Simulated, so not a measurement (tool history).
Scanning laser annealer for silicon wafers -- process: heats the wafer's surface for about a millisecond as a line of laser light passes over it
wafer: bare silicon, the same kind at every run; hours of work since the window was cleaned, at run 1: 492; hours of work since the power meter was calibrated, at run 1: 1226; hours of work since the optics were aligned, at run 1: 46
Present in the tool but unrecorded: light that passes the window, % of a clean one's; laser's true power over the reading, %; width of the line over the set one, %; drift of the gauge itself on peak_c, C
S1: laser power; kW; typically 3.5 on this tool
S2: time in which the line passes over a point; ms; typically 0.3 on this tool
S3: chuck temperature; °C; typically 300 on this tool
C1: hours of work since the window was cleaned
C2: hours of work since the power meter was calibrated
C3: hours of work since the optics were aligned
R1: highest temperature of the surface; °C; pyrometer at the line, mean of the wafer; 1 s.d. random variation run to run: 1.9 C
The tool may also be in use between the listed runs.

{"run": 1, "day": 0.0, "S1": 3.5, "S2": 0.3, "S3": 300, "C1": 492, "C2": 1226, "C3": 46, "R1": 1073}
{"run": 2, "day": 1.629, "S1": 3.5, "S2": 0.3, "S3": 300, "C1": 521, "C2": 1256, "C3": 75, "R1": 1072}
{"run": 3, "day": 3.238, "S1": 3.5, "S2": 0.3, "S3": 300, "C1": 550, "C2": 1285, "C3": 104, "R1": 1075}
{"run": 4, "day": 5.008, "S1": 3.5, "S2": 0.3, "S3": 300, "C1": 582, "C2": 1317, "C3": 136, "R1": 1068}
{"run": 5, "day": 7.304, "S1": 3.5, "S2": 0.3, "S3": 300, "C1": 624, "C2": 1358, "C3": 178, "R1": 1071}
{"run": 6, "day": 9.421, "S1": 3.5, "S2": 0.3, "S3": 300, "C1": 662, "C2": 1396, "C3": 216, "R1": 1069}
{"run": 7, "day": 11.325, "S1": 3.225, "S2": 0.3, "S3": 300, "C1": 696, "C2": 1431, "C3": 250, "R1": 1004}
{"run": 8, "day": 13.471, "S1": 3.441, "S2": 0.3, "S3": 300, "C1": 735, "C2": 1470, "C3": 289, "R1": 1048}
{"run": 9, "day": 15.175, "S1": 3.5, "S2": 0.3, "S3": 300, "C1": 766, "C2": 1500, "C3": 320, "R1": 1064}
{"day": 16.312, "done": "window over the wafer cleaned"}
{"run": 10, "day": 16.604, "S1": 3.34, "S2": 0.3, "S3": 300, "C1": 5, "C2": 1525, "C3": 344, "R1": 1022}
{"run": 11, "day": 18.079, "S1": 3.5, "S2": 0.3, "S3": 300, "C1": 32, "C2": 1551, "C3": 371, "R1": 1057}
{"run": 12, "day": 20.154, "S1": 3.5, "S2": 0.3, "S3": 300, "C1": 69, "C2": 1589, "C3": 408, "R1": 1057}
{"run": 13, "day": 21.992, "S1": 3.5, "S2": 0.3, "S3": 300, "C1": 103, "C2": 1622, "C3": 441, "R1": 1057}
{"run": 14, "day": 23.212, "S1": 3.5, "S2": 0.3, "S3": 300, "C1": 125, "C2": 1644, "C3": 463, "R1": 1056}
{"run": 15, "day": 25.275, "S1": 3.5, "S2": 0.3, "S3": 300, "C1": 162, "C2": 1681, "C3": 501, "R1": 1051}
{"day": 27.479, "done": "window over the wafer cleaned, once more"}
{"run": 16, "day": 27.479, "S1": 3.753, "S2": 0.261, "S3": 263, "C1": 0, "C2": 1720, "C3": 539, "R1": 1049}
{"run": 17, "day": 29.242, "S1": 3.125, "S2": 0.261, "S3": 264, "C1": 32, "C2": 1751, "C3": 571, "R1": 915}
{"run": 18, "day": 31.479, "S1": 3.639, "S2": 0.261, "S3": 324, "C1": 72, "C2": 1792, "C3": 611, "R1": 1088}
{"run": 19, "day": 33.404, "S1": 3.639, "S2": 0.261, "S3": 324, "C1": 107, "C2": 1827, "C3": 646, "R1": 1085}
{"run": 20, "day": 34.629, "S1": 3.148, "S2": 0.283, "S3": 279, "C1": 129, "C2": 1849, "C3": 668, "R1": 954}
{"run": 21, "day": 36.458, "S1": 3.633, "S2": 0.3, "S3": 300, "C1": 162, "C2": 1882, "C3": 701, "R1": 1101}
{"run": 22, "day": 37.846, "S1": 3.633, "S2": 0.3, "S3": 300, "C1": 187, "C2": 1907, "C3": 726, "R1": 1103}
{"run": 23, "day": 39.042, "S1": 3.633, "S2": 0.3, "S3": 300, "C1": 209, "C2": 1928, "C3": 748, "R1": 1103}
{"run": 24, "day": 41.329, "S1": 3.633, "S2": 0.351, "S3": 315, "C1": 250, "C2": 1970, "C3": 789, "R1": 1173}
{"run": 25, "day": 42.788, "S1": 3.633, "S2": 0.351, "S3": 315, "C1": 276, "C2": 1996, "C3": 815, "R1": 1173}
{"run": 26, "day": 44.362, "S1": 3.098, "S2": 0.292, "S3": 300, "C1": 305, "C2": 2024, "C3": 844, "R1": 968}
{"run": 27, "day": 46.654, "S1": 3.165, "S2": 0.33, "S3": 334, "C1": 346, "C2": 2066, "C3": 885, "R1": 1053}
{"run": 28, "day": 48.496, "S1": 3.165, "S2": 0.33, "S3": 334, "C1": 380, "C2": 2099, "C3": 918, "R1": 1050}
{"run": 29, "day": 50.321, "S1": 3.344, "S2": 0.3, "S3": 300, "C1": 413, "C2": 2132, "C3": 951, "R1": 1028}

Forecast run 30:
{"run": 30, "day": 52.575, "S1": 3.344, "S2": 0.3, "S3": 300, "C1": 453, "C2": 2173, "C3": 992, "R1": "?"}

Run 30 came out at R1 1026 °C.
Take away the tool's hidden state, keep the run-to-run variation as it was, and the same run would have given R1 1059 °C.
